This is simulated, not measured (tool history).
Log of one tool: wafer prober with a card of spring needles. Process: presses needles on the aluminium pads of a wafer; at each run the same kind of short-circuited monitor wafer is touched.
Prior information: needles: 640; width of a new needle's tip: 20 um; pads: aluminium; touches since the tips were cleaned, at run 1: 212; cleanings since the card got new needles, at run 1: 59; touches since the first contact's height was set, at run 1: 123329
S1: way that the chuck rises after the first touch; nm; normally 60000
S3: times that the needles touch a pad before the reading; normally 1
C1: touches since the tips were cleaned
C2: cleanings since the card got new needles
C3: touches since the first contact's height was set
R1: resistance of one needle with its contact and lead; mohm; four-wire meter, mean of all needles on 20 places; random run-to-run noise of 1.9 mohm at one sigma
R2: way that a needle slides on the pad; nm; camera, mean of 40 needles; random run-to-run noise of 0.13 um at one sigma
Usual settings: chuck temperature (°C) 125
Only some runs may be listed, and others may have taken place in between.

run 1 hour=0.0 | S1=60000 chuck_temperature_(°C)=125 S3=1 | C1=212 C2=59 C3=123329 | R1=219 R2=9830
-- hour=9.3 tips cleaned on abrasive film
run 2 hour=15.4 | S1=60000 chuck_temperature_(°C)=125 S3=1 | C1=1136 C2=60 C3=126187 | R1=328 R2=9540
-- hour=19.9 tips cleaned on abrasive film
run 3 hour=24.8 | S1=60000 chuck_temperature_(°C)=125 S3=1 | C1=907 C2=61 C3=127912 | R1=261 R2=9520
-- hour=31.0 tips cleaned on abrasive film
-- hour=41.4 tips cleaned on abrasive film
run 4 hour=45.2 | S1=60000 chuck_temperature_(°C)=125 S3=1 | C1=713 C2=63 C3=131681 | R1=257 R2=9520
-- hour=52.3 tips cleaned on abrasive film
-- hour=62.8 tips cleaned on abrasive film
run 5 hour=64.9 | S1=60000 chuck_temperature_(°C)=78 S3=1 | C1=403 C2=65 C3=135325 | R1=228 R2=9670
-- hour=72.5 tips cleaned on abrasive film
-- hour=82.8 tips cleaned on abrasive film
run 6 hour=85.5 | S1=60000 chuck_temperature_(°C)=78 S3=1 | C1=508 C2=67 C3=139128 | R1=233 R2=9640
-- hour=93.3 tips cleaned on abrasive film
run 7 hour=97.2 | S1=60000 chuck_temperature_(°C)=125 S3=1 | C1=724 C2=68 C3=141286 | R1=252 R2=9650
-- hour=103.3 tips cleaned on abrasive film
run 8 hour=112.1 | S1=60000 chuck_temperature_(°C)=125 S3=1 | C1=1652 C2=69 C3=144052 | R1=285 R2=9730
-- hour=113.9 tips cleaned on abrasive film
-- hour=125.3 tips cleaned on abrasive film
-- hour=129.9 tips cleaned on abrasive film, once more
run 9 hour=129.9 | S1=60000 chuck_temperature_(°C)=125 S3=1 | C1=0 C2=72 C3=147303 | R1=211 R2=9600
-- hour=140.2 tips cleaned on abrasive film
run 10 hour=141.8 | S1=60000 chuck_temperature_(°C)=125 S3=1 | C1=294 C2=73 C3=149515 | R1=229 R2=9460
-- hour=151.3 tips cleaned on abrasive film
-- hour=161.5 tips cleaned on abrasive film
run 11 hour=164.5 | S1=60000 chuck_temperature_(°C)=125 S3=1 | C1=554 C2=75 C3=153710 | R1=246 R2=9680
-- hour=171.4 tips cleaned on abrasive film
-- hour=181.1 tips cleaned on abrasive film
run 12 hour=187.1 | S1=60000 chuck_temperature_(°C)=125 S3=1 | C1=1127 C2=77 C3=157894 | R1=272 R2=9570
-- hour=191.4 tips cleaned on abrasive film
run 13 hour=196.7 | S1=60000 chuck_temperature_(°C)=125 S3=1 | C1=994 C2=78 C3=159655 | R1=270 R2=9510
-- hour=201.8 tips cleaned on abrasive film
run 14 hour=208.2 | S1=42000 chuck_temperature_(°C)=125 S3=1 | C1=1194 C2=79 C3=161777 | R1=376 R2=6280
-- hour=212.6 tips cleaned on abrasive film
run 15 hour=220.8 | S1=60000 chuck_temperature_(°C)=125 S3=1 | C1=1519 C2=80 C3=164113 | R1=292 R2=9540
-- hour=222.8 tips cleaned on abrasive film
run 16 hour=230.3 | S1=51000 chuck_temperature_(°C)=49 S3=1 | C1=1403 C2=81 C3=165868 | R1=327 R2=7910
-- hour=234.0 tips cleaned on abrasive film
-- hour=244.1 tips cleaned on abrasive film
run 17 hour=246.2 | S1=60000 chuck_temperature_(°C)=105 S3=2 | C1=397 C2=83 C3=168795 | R1=219 R2=9350
-- hour=254.2 tips cleaned on abrasive film
-- hour=265.0 tips cleaned on abrasive film
run 18 hour=265.0 | S1=60000 chuck_temperature_(°C)=25 S3=2 | C1=0 C2=85 C3=172257 | R1=191 R2=9250
-- hour=275.7 tips cleaned on abrasive film
run 19 hour=283.2 | S1=61000 chuck_temperature_(°C)=75 S3=3 | C1=1386 C2=86 C3=175634 | R1=232 R2=9560
-- hour=287.3 tips cleaned on abrasive film
-- hour=297.8 tips cleaned on abrasive film
run 20 hour=299.3 | S1=61000 chuck_temperature_(°C)=75 S3=3 | C1=286 C2=88 C3=178614 | R1=204 R2=9370
-- hour=308.6 tips cleaned on abrasive film
-- hour=311.8 height of the first contact set anew
-- hour=318.9 tips cleaned on abrasive film
run 21 hour=322.3 | S1=54000 chuck_temperature_(°C)=46 S3=1 | C1=621 C2=90 C3=1929 | R1=242 R2=9660
-- hour=328.9 tips cleaned on abrasive film
-- hour=338.6 tips cleaned on abrasive film
run 22 hour=343.4 | S1=56000 chuck_temperature_(°C)=56 S3=1 | C1=903 C2=92 C3=5837 | R1=243 R2=9840
-- hour=349.7 tips cleaned on abrasive film
-- hour=359.5 tips cleaned on abrasive film
run 23 hour=363.9 | S1=52000 chuck_temperature_(°C)=125 S3=1 | C1=813 C2=94 C3=9611 | R1=271 R2=9170
-- hour=369.4 tips cleaned on abrasive film
run 24 hour=377.5 | S1=54000 chuck_temperature_(°C)=93 S3=3 | C1=1496 C2=95 C3=12128 | R1=228 R2=9390
-- hour=379.3 tips cleaned on abrasive film
-- hour=389.5 tips cleaned on abrasive film
run 25 hour=398.4 | S1=54000 chuck_temperature_(°C)=93 S3=3 | C1=1666 C2=97 C3=15996 | R1=229 R2=9260
-- hour=400.3 tips cleaned on abrasive film
-- hour=410.6 tips cleaned on abrasive film
run 26 hour=420.0 | S1=54000 chuck_temperature_(°C)=40 S3=2 | C1=1747 C2=99 C3=19982 | R1=251 R2=9340
-- hour=422.1 tips cleaned on abrasive film
-- hour=432.1 tips cleaned on abrasive film
run 27 hour=436.1 | S1=74000 chuck_temperature_(°C)=29 S3=2 | C1=749 C2=101 C3=22956 | R1=198 R2=12810
-- hour=443.1 tips cleaned on abrasive film
run 28 hour=448.3 | S1=74000 chuck_temperature_(°C)=29 S3=2 | C1=971 C2=102 C3=25210 | R1=208 R2=12990
-- hour=453.5 tips cleaned on abrasive film
-- hour=464.5 tips cleaned on abrasive film
run 29 hour=466.0 | S1=71000 chuck_temperature_(°C)=100 S3=2 | C1=267 C2=104 C3=28468 | R1=205 R2=12490
-- hour=475.7 tips cleaned on abrasive film
run 30 hour=479.3 | S1=71000 chuck_temperature_(°C)=100 S3=2 | C1=687 C2=105 C3=30943 | R1=214 R2=12270

For each entry between runs, how does the tool's hidden state at the last listed run before it compare with that at the first listed run after it?
Runs 1 to 2: tips cleaned on abrasive film (hour 9.3)
  debris on the tips, nm: 16.2 -> 130.1; way that the needles fall short of the set height, um: 3.76 -> 5.07; tips' diameter, um: 21.32 -> 21.71
  measured less the result without the state, R1: +17 -> +128 mohm; R2: -670 -> -900 nm
Runs 2 to 3: tips cleaned on abrasive film (hour 19.9)
  debris on the tips, nm: 130.1 -> 61.3; way that the needles fall short of the set height, um: 5.07 -> 5.13; tips' diameter, um: 21.71 -> 21.73
  measured less the result without the state, R1: +128 -> +62 mohm; R2: -900 -> -890 nm
Runs 3 to 4: tips cleaned on abrasive film (hour 31.0); tips cleaned on abrasive film (hour 41.4)
  debris on the tips, nm: 61.3 -> 52.3; way that the needles fall short of the set height, um: 5.13 -> 5.29; tips' diameter, um: 21.73 -> 21.78
  measured less the result without the state, R1: +62 -> +54 mohm; R2: -890 -> -930 nm
Runs 4 to 5: tips cleaned on abrasive film (hour 52.3); tips cleaned on abrasive film (hour 62.8)
  debris on the tips, nm: 52.3 -> 34.9; way that the needles fall short of the set height, um: 5.29 -> 5.42; tips' diameter, um: 21.78 -> 21.83
  measured less the result without the state, R1: +54 -> +40 mohm; R2: -930 -> -960 nm
Runs 5 to 6: tips cleaned on abrasive film (hour 72.5); tips cleaned on abrasive film (hour 82.8)
  debris on the tips, nm: 34.9 -> 37.1; way that the needles fall short of the set height, um: 5.42 -> 5.59; tips' diameter, um: 21.83 -> 21.89
  measured less the result without the state, R1: +40 -> +43 mohm; R2: -960 -> -980 nm
Runs 6 to 7: tips cleaned on abrasive film (hour 93.3)
  debris on the tips, nm: 37.1 -> 47.4; way that the needles fall short of the set height, um: 5.59 -> 5.65; tips' diameter, um: 21.89 -> 21.91
  measured less the result without the state, R1: +43 -> +51 mohm; R2: -980 -> -1000 nm
Runs 7 to 8: tips cleaned on abrasive film (hour 103.3)
  debris on the tips, nm: 47.4 -> 82.4; way that the needles fall short of the set height, um: 5.65 -> 5.71; tips' diameter, um: 21.91 -> 21.93
  measured less the result without the state, R1: +51 -> +86 mohm; R2: -1000 -> -1010 nm
Runs 8 to 9: tips cleaned on abrasive film (hour 113.9); tips cleaned on abrasive film (hour 125.3); tips cleaned on abrasive film, once more (hour 129.9)
  debris on the tips, nm: 82.4 -> 4.6; way that the needles fall short of the set height, um: 5.71 -> 5.91; tips' diameter, um: 21.93 -> 22
  measured less the result without the state, R1: +86 -> +9 mohm; R2: -1010 -> -1040 nm
Runs 9 to 10: tips cleaned on abrasive film (hour 140.2)
  debris on the tips, nm: 4.6 -> 24.6; way that the needles fall short of the set height, um: 5.91 -> 5.99; tips' diameter, um: 22 -> 22.03
  measured less the result without the state, R1: +9 -> +29 mohm; R2: -1040 -> -1060 nm
Runs 10 to 11: tips cleaned on abrasive film (hour 151.3); tips cleaned on abrasive film (hour 161.5)
  debris on the tips, nm: 24.6 -> 38.9; way that the needles fall short of the set height, um: 5.99 -> 6.14; tips' diameter, um: 22.03 -> 22.08
  measured less the result without the state, R1: +29 -> +45 mohm; R2: -1060 -> -1090 nm
Runs 11 to 12: tips cleaned on abrasive film (hour 171.4); tips cleaned on abrasive film (hour 181.1)
  debris on the tips, nm: 38.9 -> 65.1; way that the needles fall short of the set height, um: 6.14 -> 6.27; tips' diameter, um: 22.08 -> 22.13
  measured less the result without the state, R1: +45 -> +72 mohm; R2: -1090 -> -1120 nm
Runs 12 to 13: tips cleaned on abrasive film (hour 191.4)
  debris on the tips, nm: 65.1 -> 59.2; way that the needles fall short of the set height, um: 6.27 -> 6.35; tips' diameter, um: 22.13 -> 22.16
  measured less the result without the state, R1: +72 -> +67 mohm; R2: -1120 -> -1130 nm
Runs 13 to 14: tips cleaned on abrasive film (hour 201.8)
  debris on the tips, nm: 59.2 -> 68.1; way that the needles fall short of the set height, um: 6.35 -> 6.44; tips' diameter, um: 22.16 -> 22.19
  measured less the result without the state, R1: +67 -> +167 mohm; R2: -1130 -> -1130 nm
Runs 14 to 15: tips cleaned on abrasive film (hour 212.6)
  debris on the tips, nm: 68.1 -> 83.3; way that the needles fall short of the set height, um: 6.44 -> 6.52; tips' diameter, um: 22.19 -> 22.22
  measured less the result without the state, R1: +167 -> +92 mohm; R2: -1130 -> -1150 nm
Runs 15 to 16: tips cleaned on abrasive film (hour 222.8)
  debris on the tips, nm: 83.3 -> 76.6; way that the needles fall short of the set height, um: 6.52 -> 6.6; tips' diameter, um: 22.22 -> 22.24
  measured less the result without the state, R1: +92 -> +137 mohm; R2: -1150 -> -1170 nm
Runs 16 to 17: tips cleaned on abrasive film (hour 234.0); tips cleaned on abrasive film (hour 244.1)
  debris on the tips, nm: 76.6 -> 29.4; way that the needles fall short of the set height, um: 6.6 -> 6.74; tips' diameter, um: 22.24 -> 22.29
  measured less the result without the state, R1: +137 -> +24 mohm; R2: -1170 -> -1170 nm
Runs 17 to 18: tips cleaned on abrasive film (hour 254.2); tips cleaned on abrasive film (hour 265.0)
  debris on the tips, nm: 29.4 -> 9; way that the needles fall short of the set height, um: 6.74 -> 6.84; tips' diameter, um: 22.29 -> 22.33
  measured less the result without the state, R1: +24 -> +11 mohm; R2: -1170 -> -1210 nm
Runs 18 to 19: tips cleaned on abrasive film (hour 275.7)
  debris on the tips, nm: 9 -> 79.9; way that the needles fall short of the set height, um: 6.84 -> 6.9; tips' diameter, um: 22.33 -> 22.35
  measured less the result without the state, R1: +11 -> +38 mohm; R2: -1210 -> -1210 nm
Runs 19 to 20: tips cleaned on abrasive film (hour 287.3); tips cleaned on abrasive film (hour 297.8)
  debris on the tips, nm: 79.9 -> 24; way that the needles fall short of the set height, um: 6.9 -> 7.03; tips' diameter, um: 22.35 -> 22.39
  measured less the result without the state, R1: +38 -> +15 mohm; R2: -1210 -> -1240 nm
Runs 20 to 21: tips cleaned on abrasive film (hour 308.6); height of the first contact set anew (hour 311.8); tips cleaned on abrasive film (hour 318.9)
  debris on the tips, nm: 24 -> 42.1; way that the needles fall short of the set height, um: 7.03 -> 0.05; tips' diameter, um: 22.39 -> 22.43
  measured less the result without the state, R1: +15 -> +54 mohm; R2: -1240 -> -10 nm
Runs 21 to 22: tips cleaned on abrasive film (hour 328.9); tips cleaned on abrasive film (hour 338.6)
  debris on the tips, nm: 42.1 -> 51.2; way that the needles fall short of the set height, um: 0.05 -> 0.18; tips' diameter, um: 22.43 -> 22.48
  measured less the result without the state, R1: +54 -> +58 mohm; R2: -10 -> -30 nm
Runs 22 to 23: tips cleaned on abrasive film (hour 349.7); tips cleaned on abrasive film (hour 359.5)
  debris on the tips, nm: 51.2 -> 53.2; way that the needles fall short of the set height, um: 0.18 -> 0.31; tips' diameter, um: 22.48 -> 22.53
  measured less the result without the state, R1: +58 -> +65 mohm; R2: -30 -> -60 nm
Runs 23 to 24: tips cleaned on abrasive film (hour 369.4)
  debris on the tips, nm: 53.2 -> 74.1; way that the needles fall short of the set height, um: 0.31 -> 0.4; tips' diameter, um: 22.53 -> 22.56
  measured less the result without the state, R1: +65 -> +33 mohm; R2: -60 -> -70 nm
Runs 24 to 25: tips cleaned on abrasive film (hour 379.3); tips cleaned on abrasive film (hour 389.5)
  debris on the tips, nm: 74.1 -> 78.7; way that the needles fall short of the set height, um: 0.4 -> 0.52; tips' diameter, um: 22.56 -> 22.6
  measured less the result without the state, R1: +33 -> +35 mohm; R2: -70 -> -100 nm
Runs 25 to 26: tips cleaned on abrasive film (hour 400.3); tips cleaned on abrasive film (hour 410.6)
  debris on the tips, nm: 78.7 -> 81.9; way that the needles fall short of the set height, um: 0.52 -> 0.64; tips' diameter, um: 22.6 -> 22.64
  measured less the result without the state, R1: +35 -> +65 mohm; R2: -100 -> -110 nm
Runs 26 to 27: tips cleaned on abrasive film (hour 422.1); tips cleaned on abrasive film (hour 432.1)
  debris on the tips, nm: 81.9 -> 46.7; way that the needles fall short of the set height, um: 0.64 -> 0.77; tips' diameter, um: 22.64 -> 22.69
  measured less the result without the state, R1: +65 -> +22 mohm; R2: -110 -> -130 nm
Runs 27 to 28: tips cleaned on abrasive film (hour 443.1)
  debris on the tips, nm: 46.7 -> 59.2; way that the needles fall short of the set height, um: 0.77 -> 0.86; tips' diameter, um: 22.69 -> 22.72
  measured less the result without the state, R1: +22 -> +27 mohm; R2: -130 -> -150 nm
Runs 28 to 29: tips cleaned on abrasive film (hour 453.5); tips cleaned on abrasive film (hour 464.5)
  debris on the tips, nm: 59.2 -> 20.6; way that the needles fall short of the set height, um: 0.86 -> 0.98; tips' diameter, um: 22.72 -> 22.76
  measured less the result without the state, R1: +27 -> +11 mohm; R2: -150 -> -170 nm
Runs 29 to 30: tips cleaned on abrasive film (hour 475.7)
  debris on the tips, nm: 20.6 -> 45.2; way that the needles fall short of the set height, um: 0.98 -> 1.04; tips' diameter, um: 22.76 -> 22.78
  measured less the result without the state, R1: +11 -> +21 mohm; R2: -170 -> -180 nm
